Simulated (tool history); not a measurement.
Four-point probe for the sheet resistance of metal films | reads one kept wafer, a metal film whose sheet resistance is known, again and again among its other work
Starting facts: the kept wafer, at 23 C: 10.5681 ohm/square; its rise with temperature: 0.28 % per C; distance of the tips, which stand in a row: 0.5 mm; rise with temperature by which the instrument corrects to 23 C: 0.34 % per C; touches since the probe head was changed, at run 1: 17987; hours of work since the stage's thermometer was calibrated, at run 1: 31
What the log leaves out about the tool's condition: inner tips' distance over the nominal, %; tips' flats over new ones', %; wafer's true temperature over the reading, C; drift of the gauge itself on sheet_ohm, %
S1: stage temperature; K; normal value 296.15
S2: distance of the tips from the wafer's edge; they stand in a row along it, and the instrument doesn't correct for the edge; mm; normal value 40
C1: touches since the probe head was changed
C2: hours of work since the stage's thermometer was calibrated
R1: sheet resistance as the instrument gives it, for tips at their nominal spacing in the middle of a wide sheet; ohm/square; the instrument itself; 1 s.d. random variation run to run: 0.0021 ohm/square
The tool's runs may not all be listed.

Run 1, hour 0.0: usual settings; C1 17987; C2 31. Result: R1 10.595524 ohm/square.
Run 2, hour 19.3: usual settings; C1 18767; C2 44. Result: R1 10.593512 ohm/square.
Run 3, hour 40.4: usual settings; C1 19623; C2 59. Result: R1 10.592037 ohm/square.
Run 4, hour 59.8: usual settings but S1 295.15 K; C1 20409; C2 72. Result: R1 10.601204 ohm/square.
Run 5, hour 72.9: usual settings but S1 295.15 K, S2 3 mm; C1 20940; C2 81. Result: R1 10.747548 ohm/square.
Run 6, hour 89.6: usual settings but S1 295.15 K, S2 3 mm; C1 21615; C2 93. Result: R1 10.751267 ohm/square.
Run 7, hour 109.5: usual settings; C1 22423; C2 106. Result: R1 10.592587 ohm/square.
Run 8, hour 124.5: usual settings; C1 23030; C2 117. Result: R1 10.590016 ohm/square.
Run 9, hour 135.5: usual settings; C1 23474; C2 124. Result: R1 10.588396 ohm/square.
Run 10, hour 147.3: usual settings but S1 302.15 K; C1 23952; C2 132. Result: R1 10.550788 ohm/square.
Run 11, hour 168.1: usual settings but S1 302.15 K; C1 24794; C2 147. Result: R1 10.556212 ohm/square.
Run 12, hour 178.4: usual settings but S1 302.15 K; C1 25210; C2 154. Result: R1 10.553540 ohm/square.
Run 13, hour 190.2: usual settings but S1 302.15 K, S2 28 mm; C1 25688; C2 162. Result: R1 10.552258 ohm/square.
Run 14, hour 211.6: usual settings but S1 292.15 K, S2 28 mm; C1 26557; C2 177. Result: R1 10.617146 ohm/square.
Run 15, hour 220.5: usual settings but S1 292.15 K, S2 28 mm; C1 26916; C2 183. Result: R1 10.623424 ohm/square.
Run 16, hour 241.2: usual settings but S1 292.15 K, S2 28 mm; C1 27755; C2 197. Result: R1 10.619329 ohm/square.
Run 17, hour 256.8: usual settings but S1 292.15 K, S2 28 mm; C1 28388; C2 208. Result: R1 10.612601 ohm/square.
Run 18, hour 267.8: usual settings; C1 28833; C2 215. Result: R1 10.587680 ohm/square.
Run 19, hour 283.8: usual settings but S2 6 mm; C1 29479; C2 226. Result: R1 10.630346 ohm/square.
Run 20, hour 295.4: usual settings; C1 29948; C2 234. Result: R1 10.589632 ohm/square.
Run 21, hour 315.5: usual settings; C1 30764; C2 248. Result: R1 10.586500 ohm/square.
Run 22, hour 335.9: usual settings; C1 31588; C2 262. Result: R1 10.591054 ohm/square.
Run 23, hour 349.5: usual settings but S1 293.15 K, S2 7 mm; C1 32138; C2 271. Result: R1 10.639928 ohm/square.
Run 24, hour 363.8: usual settings but S1 292.15 K, S2 13 mm; C1 32719; C2 281. Result: R1 10.617787 ohm/square.
Run 25, hour 380.8: usual settings but S1 299.15 K, S2 34 mm; C1 33406; C2 293. Result: R1 10.568147 ohm/square.
Run 26, hour 393.6: usual settings but S1 302.15 K, S2 13 mm; C1 33926; C2 302. Result: R1 10.557452 ohm/square.
Run 27, hour 409.3: usual settings but S1 294.15 K, S2 7 mm; C1 34560; C2 312. Result: R1 10.628574 ohm/square.
Run 28, hour 426.4: usual settings but S1 293.15 K, S2 15 mm; C1 35253; C2 324. Result: R1 10.615025 ohm/square.
Run 29, hour 436.7: usual settings but S1 293.15 K, S2 15 mm; C1 35672; C2 331. Result: R1 10.612124 ohm/square.
Run 30, hour 447.2: usual settings but S1 293.15 K, S2 15 mm; C1 36096; C2 338. Result: R1 10.611505 ohm/square.
Run 31, hour 457.4: usual settings but S1 300.15 K, S2 8 mm; C1 36511; C2 346. Result: R1 10.587191 ohm/square.
Run 32, hour 475.3: usual settings but S1 293.15 K, S2 52 mm; C1 37233; C2 358. Result: R1 10.611610 ohm/square.
Run 33, hour 487.0: usual settings but S1 308.15 K, S2 8 mm; C1 37709; C2 366. Result: R1 10.537515 ohm/square.
Run 34, hour 504.9: usual settings but S1 300.15 K, S2 3 mm; C1 38432; C2 378. Result: R1 10.719666 ohm/square.
Run 35, hour 523.1: usual settings but S1 305.15 K, S2 67 mm; C1 39171; C2 391. Result: R1 10.532014 ohm/square.
Run 36, hour 539.6: usual settings; C1 39840; C2 402. Result: R1 10.590740 ohm/square.
Run 37, hour 552.5: usual settings but S1 307.15 K, S2 55 mm; C1 40360; C2 411. Result: R1 10.514644 ohm/square.
Run 38, hour 572.1: usual settings but S1 292.15 K, S2 62 mm; C1 41155; C2 424. Result: R1 10.612341 ohm/square.
Run 39, hour 592.9: usual settings but S1 305.15 K, S2 59 mm; C1 41995; C2 439. Result: R1 10.534079 ohm/square.
Run 40, hour 609.0: usual settings but S1 305.15 K, S2 59 mm; C1 42649; C2 450. Result: R1 10.529955 ohm/square.
Run 41, hour 620.2: usual settings but S2 11 mm; C1 43101; C2 457. Result: R1 10.600262 ohm/square.
Run 42, hour 638.7: usual settings but S1 295.15 K, S2 27 mm; C1 43852; C2 470. Result: R1 10.596828 ohm/square.
Run 43, hour 660.3: usual settings but S1 305.15 K, S2 12 mm; C1 44725; C2 485. Result: R1 10.537020 ohm/square.
Run 44, hour 672.3: usual settings but S1 304.15 K, S2 55 mm; C1 45214; C2 493. Result: R1 10.534123 ohm/square.

Here are 4 independent what-if runs from the current tool condition. What would each one return?
Run A, hour 687.0: usual settings but S1 303.15 K, S2 3 mm; C1 45806; C2 503. Result: R1 ?.
Run B, hour 687.0: usual settings but S1 291.15 K, S2 3 mm; C1 45806; C2 503. Result: R1 ?.
Run C, hour 687.0: usual settings but S1 295.15 K, S2 15 mm; C1 45806; C2 503. Result: R1 ?.
Run D, hour 687.0: usual settings but S1 307.15 K, S2 5 mm; C1 45806; C2 503. Result: R1 ?.

run         R1
  A  10.700297
  B  10.778550
  C  10.600669
  D  10.572827
The same runs, with their run-to-run variation unchanged, on a tool lacking any hidden condition would have given:
run         R1
  A  10.681514
  B  10.759564
  C  10.582000
  D  10.554275

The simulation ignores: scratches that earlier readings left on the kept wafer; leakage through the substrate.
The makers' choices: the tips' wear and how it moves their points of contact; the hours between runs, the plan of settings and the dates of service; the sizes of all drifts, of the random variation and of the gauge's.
